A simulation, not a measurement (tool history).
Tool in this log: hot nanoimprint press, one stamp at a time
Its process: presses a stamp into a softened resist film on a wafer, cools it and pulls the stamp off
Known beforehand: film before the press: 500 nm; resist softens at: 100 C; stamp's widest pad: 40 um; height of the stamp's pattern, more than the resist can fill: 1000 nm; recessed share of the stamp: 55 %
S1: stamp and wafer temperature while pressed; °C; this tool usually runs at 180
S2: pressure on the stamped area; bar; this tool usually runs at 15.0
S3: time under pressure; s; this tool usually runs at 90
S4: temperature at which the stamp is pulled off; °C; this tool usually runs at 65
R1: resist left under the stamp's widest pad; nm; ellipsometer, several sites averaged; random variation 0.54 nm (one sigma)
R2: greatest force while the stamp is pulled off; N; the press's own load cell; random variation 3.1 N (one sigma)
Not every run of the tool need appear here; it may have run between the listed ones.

Run 1, hour 0.0: usual settings. Result: R1 259.3 nm, R2 223 N.
At hour 5.6: plate thermocouple calibrated.
At hour 27.8: stamp cleaned and given a new release coat.
Run 2, hour 29.0: usual settings. Result: R1 266.2 nm, R2 147 N.
Run 3, hour 45.0: usual settings. Result: R1 265.8 nm, R2 146 N.
Run 4, hour 61.2: usual settings. Result: R1 265.7 nm, R2 142 N.
Run 5, hour 89.4: usual settings. Result: R1 264.2 nm, R2 153 N.
Run 6, hour 114.4: usual settings. Result: R1 264.9 nm, R2 157 N.
Run 7, hour 138.1: usual settings. Result: R1 263.6 nm, R2 157 N.
Run 8, hour 167.1: usual settings. Result: R1 263.2 nm, R2 157 N.
Run 9, hour 184.0: usual settings. Result: R1 263.2 nm, R2 166 N.
Run 10, hour 212.4: usual settings but S4 59 °C. Result: R1 262.6 nm, R2 177 N.
Run 11, hour 230.7: usual settings but S4 59 °C. Result: R1 262.8 nm, R2 170 N.
Run 12, hour 261.3: usual settings but S4 59 °C. Result: R1 262.7 nm, R2 178 N.
Run 13, hour 290.5: usual settings. Result: R1 261.9 nm, R2 165 N.
Run 14, hour 322.0: usual settings. Result: R1 261.8 nm, R2 179 N.
Run 15, hour 353.4: usual settings but S1 174 °C. Result: R1 325.4 nm, R2 182 N.
Run 16, hour 372.6: usual settings but S1 169 °C, S2 15.2 bar. Result: R1 377.5 nm, R2 185 N.
Run 17, hour 402.8: usual settings but S1 173 °C, S2 12.6 bar, S3 142 s, S4 72 °C. Result: R1 311.1 nm, R2 178 N.
Run 18, hour 420.7: usual settings but S1 173 °C, S2 12.6 bar, S3 142 s, S4 72 °C. Result: R1 311.0 nm, R2 175 N.
Run 19, hour 452.5: usual settings but S2 13.6 bar, S3 144 s. Result: R1 226.7 nm, R2 194 N.
Run 20, hour 484.0: usual settings but S1 172 °C, S2 23.8 bar, S3 143 s, S4 62 °C. Result: R1 256.8 nm, R2 197 N.
At hour 511.0: plate thermocouple calibrated.
Run 21, hour 518.4: usual settings but S1 186 °C, S2 20.4 bar, S3 54 s, S4 57 °C. Result: R1 223.5 nm, R2 213 N.
Run 22, hour 544.8: usual settings but S3 67 s, S4 69 °C. Result: R1 291.8 nm, R2 203 N.
Run 23, hour 570.8: usual settings but S4 64 °C. Result: R1 263.2 nm, R2 201 N.
Run 24, hour 596.7: usual settings but S1 189 °C, S4 59 °C. Result: R1 182.5 nm, R2 209 N.
Run 25, hour 627.9: usual settings but S1 186 °C, S2 11.1 bar. Result: R1 234.1 nm, R2 208 N.
Run 26, hour 642.3: usual settings but S1 176 °C, S2 16.0 bar, S3 113 s, S4 53 °C. Result: R1 277.3 nm, R2 231 N.
Run 27, hour 664.7: usual settings but S1 176 °C, S2 16.0 bar, S3 113 s, S4 53 °C. Result: R1 278.1 nm, R2 232 N.
Run 28, hour 678.8: usual settings but S1 176 °C, S2 12.0 bar, S3 113 s, S4 53 °C. Result: R1 306.5 nm, R2 234 N.
Run 29, hour 707.5: usual settings but S1 176 °C, S2 20.8 bar, S3 45 s, S4 53 °C. Result: R1 337.1 nm, R2 232 N.

Forecast each of these 3 alternatives for the next run:
Run A, hour 737.4: usual settings but S1 179 °C, S2 10.4 bar, S3 166 s, S4 53 °C. Result: R1 ?, R2 ?.
Run B, hour 737.4: usual settings but S3 123 s, S4 70 °C. Result: R1 ?, R2 ?.
Run C, hour 737.4: usual settings but S1 176 °C, S2 20.8 bar, S3 45 s, S4 57 °C. Result: R1 ?, R2 ?.

run     R1   R2
  A  251.3  243
  B  233.3  205
  C  336.0  231
Without the tool's hidden state the same runs would have given:
run     R1   R2
  A  256.3  160
  B  237.8  134
  C  340.3  152
